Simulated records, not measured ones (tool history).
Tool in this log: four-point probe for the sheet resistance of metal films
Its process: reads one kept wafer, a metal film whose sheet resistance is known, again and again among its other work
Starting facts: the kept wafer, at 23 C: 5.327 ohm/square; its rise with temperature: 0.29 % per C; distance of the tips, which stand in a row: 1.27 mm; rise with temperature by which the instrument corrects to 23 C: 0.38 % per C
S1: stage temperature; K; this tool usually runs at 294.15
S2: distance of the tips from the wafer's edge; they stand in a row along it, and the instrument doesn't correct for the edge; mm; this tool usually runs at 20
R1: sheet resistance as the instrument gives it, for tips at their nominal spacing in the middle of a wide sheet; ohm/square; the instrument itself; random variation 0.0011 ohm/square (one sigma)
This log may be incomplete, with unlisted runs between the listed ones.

run 1 hour=0.0 | S1=294.15 S2=20 | R1=5.398621
run 2 hour=67.4 | S1=294.15 S2=20 | R1=5.400418
run 3 hour=196.7 | S1=294.15 S2=20 | R1=5.402861
run 4 hour=307.7 | S1=294.15 S2=20 | R1=5.400178
run 5 hour=368.3 | S1=294.15 S2=10 | R1=5.439244
run 6 hour=455.1 | S1=294.15 S2=10 | R1=5.436942
run 7 hour=565.8 | S1=307.15 S2=20 | R1=5.345111
-- hour=595.2 stage's thermometer calibrated
run 8 hour=645.7 | S1=307.15 S2=20 | R1=5.342924
run 9 hour=743.4 | S1=307.15 S2=20 | R1=5.345362
run 10 hour=887.9 | S1=307.15 S2=20 | R1=5.346224
-- hour=911.2 stage's thermometer calibrated, once more
run 11 hour=947.5 | S1=294.15 S2=20 | R1=5.402867
run 12 hour=1069.9 | S1=294.15 S2=20 | R1=5.400737
run 13 hour=1194.8 | S1=294.15 S2=20 | R1=5.403735
-- hour=1284.8 new probe head fitted
run 14 hour=1290.5 | S1=306.15 S2=20 | R1=5.300896
run 15 hour=1410.6 | S1=306.15 S2=20 | R1=5.302641
run 16 hour=1538.8 | S1=306.15 S2=20 | R1=5.302830
run 17 hour=1643.9 | S1=306.15 S2=20 | R1=5.303762
run 18 hour=1726.8 | S1=306.15 S2=20 | R1=5.303215
run 19 hour=1868.9 | S1=294.15 S2=64 | R1=5.351490
run 20 hour=2009.7 | S1=294.15 S2=64 | R1=5.350418
run 21 hour=2146.4 | S1=294.15 S2=47 | R1=5.352529
run 22 hour=2218.6 | S1=294.15 S2=47 | R1=5.352608
run 23 hour=2341.7 | S1=294.15 S2=47 | R1=5.352480
run 24 hour=2477.5 | S1=296.15 S2=10 | R1=5.387685
run 25 hour=2584.0 | S1=293.15 S2=20 | R1=5.370641
run 26 hour=2718.9 | S1=293.15 S2=20 | R1=5.369835
run 27 hour=2779.3 | S1=293.15 S2=20 | R1=5.372683
run 28 hour=2844.8 | S1=293.15 S2=20 | R1=5.369407
run 29 hour=2936.7 | S1=293.15 S2=20 | R1=5.370779
run 30 hour=3058.5 | S1=293.15 S2=20 | R1=5.373630
run 31 hour=3155.5 | S1=294.15 S2=18 | R1=5.371562
run 32 hour=3263.2 | S1=294.15 S2=18 | R1=5.371056
-- hour=3347.0 stage's thermometer calibrated
run 33 hour=3388.8 | S1=301.15 S2=17 | R1=5.340448
run 34 hour=3502.7 | S1=301.15 S2=17 | R1=5.340532
run 35 hour=3599.7 | S1=303.15 S2=11 | R1=5.354233
run 36 hour=3712.8 | S1=295.15 S2=25 | R1=5.360616
run 37 hour=3853.3 | S1=306.15 S2=11 | R1=5.343291
run 38 hour=3920.7 | S1=294.15 S2=49 | R1=5.363720
run 39 hour=4033.8 | S1=294.15 S2=49 | R1=5.361531
run 40 hour=4098.7 | S1=291.15 S2=56 | R1=5.377347
run 41 hour=4220.1 | S1=300.15 S2=3 | R1=5.799851
run 42 hour=4284.0 | S1=293.15 S2=43 | R1=5.371536
run 43 hour=4364.8 | S1=293.15 S2=43 | R1=5.370136
run 44 hour=4465.2 | S1=305.15 S2=51 | R1=5.315464
run 45 hour=4607.4 | S1=303.15 S2=12 | R1=5.355679

Some steps in R1 between neighbouring runs. How much of each would the tool show without its hidden state too (settings, what came in, random variation), and how much is left for the hidden state, with any gauge scatter that isn't in both results?
The tool's hidden condition here consists of: inner tips' distance over the nominal, %; tips' flats over new ones', %; wafer's true temperature over the reading, C; drift of the gauge itself on sheet_ohm, %.
Run 10 -> 11: S1 307.15 -> 294.15, stage's thermometer calibrated, once more. R1 +0.056643 ohm/square: hidden state -0.005105, all else +0.061748.
Run 13 -> 14: S1 294.15 -> 306.15, new probe head fitted. R1 -0.102839 ohm/square: hidden state -0.047704, all else -0.055135.
Run 40 -> 41: S1 291.15 -> 300.15, S2 56 -> 3. R1 +0.422504 ohm/square: hidden state +0.002706, all else +0.419798.
Run 41 -> 42: S1 300.15 -> 293.15, S2 3 -> 43. R1 -0.428315 ohm/square: hidden state -0.001400, all else -0.426915.

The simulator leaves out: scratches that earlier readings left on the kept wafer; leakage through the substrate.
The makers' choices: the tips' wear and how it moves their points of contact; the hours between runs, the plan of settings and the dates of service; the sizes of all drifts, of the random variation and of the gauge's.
